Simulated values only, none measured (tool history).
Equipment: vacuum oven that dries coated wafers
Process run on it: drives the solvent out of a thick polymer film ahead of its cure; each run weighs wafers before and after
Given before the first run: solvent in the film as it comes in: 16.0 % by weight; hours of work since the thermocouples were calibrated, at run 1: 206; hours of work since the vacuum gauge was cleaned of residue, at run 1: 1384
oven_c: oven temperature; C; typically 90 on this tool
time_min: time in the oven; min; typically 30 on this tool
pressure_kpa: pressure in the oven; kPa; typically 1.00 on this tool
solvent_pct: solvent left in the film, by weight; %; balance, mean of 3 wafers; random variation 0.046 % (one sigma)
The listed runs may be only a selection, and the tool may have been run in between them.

run    hour  oven_c  time_min  pressure_kpa  hours of work since the thermocouples were calibrated  hours of work since the vacuum gauge was cleaned of residue  solvent_pct
  1     0.0      90        30          1.00                                                    206                                                         1384         2.86
  2    78.3      90        30          1.00                                                    240                                                         1419         2.75
  3   130.3      90        18          1.00                                                    263                                                         1442         4.67
  4   197.8      90        18          1.00                                                    293                                                         1471         4.65
  5   232.5      90        30          1.00                                                    308                                                         1487         2.77
  6   281.5      90        30          1.00                                                    330                                                         1508         2.85
  7   327.4      90        30          1.00                                                    350                                                         1528         2.73
  8   364.5      90        30          1.00                                                    366                                                         1545         2.88
  9   398.4      90        30          1.00                                                    381                                                         1560         2.74
 10   439.7      90        30          1.00                                                    399                                                         1578         2.80
 11   508.4      90        30          1.00                                                    430                                                         1608         2.79
 12   555.9      90        17          1.00                                                    451                                                         1629         4.84
 13   610.2      90        17          1.00                                                    474                                                         1653         4.88
 14   686.8      90        17          1.00                                                    508                                                         1686         4.89
 15   763.7      90        17          1.00                                                    542                                                         1720         4.85
 16   801.8      75        49          1.78                                                    559                                                         1737         6.97
 17   855.1      87        18          1.69                                                    582                                                         1761         6.08
 18   901.2      90        23          1.00                                                    603                                                         1781         3.68
      924.2  -- vacuum gauge cleaned of residue and calibrated
 19   976.1      90        23          1.00                                                    635                                                           23         3.08
 20  1032.5      86        51          0.98                                                    660                                                           48         1.66
 21  1104.3      87        18          0.90                                                    691                                                           79         5.01
 22  1165.0      90        24          1.00                                                    718                                                          106         2.89
 23  1220.4      90        24          1.00                                                    742                                                          130         2.89
 24  1277.1      81        18          2.17                                                    767                                                          155         8.00
 25  1351.9      75        18          2.17                                                    800                                                          188         9.98
 26  1410.6      90        19          2.63                                                    826                                                          214         5.02
 27  1467.4      90        30          0.58                                                    851                                                          239         1.84
 28  1533.1      90        30          0.58                                                    880                                                          268         1.94

Here are 3 independent what-if runs from the current tool condition. What would each one return?
  A  1599.2      97        31          0.58                                                    909                                                          297            ?
  B  1599.2      79        29          1.24                                                    909                                                          297            ?
  C  1599.2      90        17          1.23                                                    909                                                          297            ?

run  solvent_pct
  A         0.70
  B         6.08
  C         4.50
The same runs, with their run-to-run variation unchanged, on a tool lacking any hidden condition would have given:
run  solvent_pct
  A         0.81
  B         6.63
  C         5.02

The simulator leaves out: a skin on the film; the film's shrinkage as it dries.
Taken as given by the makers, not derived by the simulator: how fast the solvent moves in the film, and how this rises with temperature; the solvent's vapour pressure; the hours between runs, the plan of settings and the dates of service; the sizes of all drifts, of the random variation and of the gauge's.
